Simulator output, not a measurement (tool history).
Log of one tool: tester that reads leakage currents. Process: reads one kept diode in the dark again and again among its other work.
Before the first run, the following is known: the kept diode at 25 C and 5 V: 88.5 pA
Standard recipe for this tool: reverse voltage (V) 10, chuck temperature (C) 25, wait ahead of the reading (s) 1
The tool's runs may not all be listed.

run,hour,reverse voltage (V),chuck temperature (C),wait ahead of the reading (s),current that the tester gives (pA)
1,0,10,25,1,134.2
2,38.9,10,25,1,133.77
3,78.2,10,26,1,145.27
4,106.9,10,26,1,145.31
5,135.9,10,26,1,144.82
6,177.1,10,26,1,144.92
7,195.5,18.1,26,1,205.05
8,219.3,18.1,26,1,204.6
9,246.3,10,47,1,708.05
10,288.9,3.7,31,0.74,120.65
# hour 308.3: probe card cleaned and baked
11,325.8,1.9,31,5.47,81.84
12,363.9,1.9,31,5.47,81.46
13,392.1,1.9,28,0.67,64.61
14,423.7,1.9,28,0.67,64.61
15,457.6,1.9,28,0.67,64.3
16,480.7,4.1,38,1.16,219.18
17,515.2,10,42,2.85,496.34

Branching from run 17: 3 alternative next runs. What would each branch give?
A,534.4,1.3,49,5.85,?
B,534.4,5.8,33,2.85,?
C,534.4,8.9,25,1,?

run,current that the tester gives (pA)
A,246.88
B,182.72
C,124.81
Stripped of hidden state, with their random variation kept, the same runs would have yielded:
run,current that the tester gives (pA)
A,246.74
B,182.6
C,124.72
